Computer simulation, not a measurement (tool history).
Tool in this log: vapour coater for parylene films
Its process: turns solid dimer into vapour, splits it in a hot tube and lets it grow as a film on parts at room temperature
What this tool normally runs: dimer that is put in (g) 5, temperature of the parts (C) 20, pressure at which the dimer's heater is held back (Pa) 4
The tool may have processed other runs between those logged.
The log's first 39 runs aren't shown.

run	hour	dimer that is put in (g)	temperature of the parts (C)	pressure at which the dimer's heater is held back (Pa)	thickness of the film (nm)
40	1208.4	5	21	2.52	3880
41	1238.6	5	21	2.52	3860
42	1269.8	5	17	2.19	4600
# hour 1302.9: trap's valve overhauled
43	1318.2	5	17	2.19	5050
44	1367.5	3	20	4	2460
45	1397.1	3	32	4.55	1430
46	1424.2	6	32	5.39	2770
47	1451.7	5	25	8.75	2970
48	1500.1	5	25	8.75	2930

Here are 3 independent what-if runs from the current tool condition. What would each one return?
A	1543.4	4	25	8.75	?
B	1543.4	3	20	7.37	?
C	1543.4	8	23	8.75	?

run	thickness of the film (nm)
A	2340
B	2210
C	5100
Had the tool no hidden state, the same runs would have come out as:
run	thickness of the film (nm)
A	2520
B	2390
C	5500
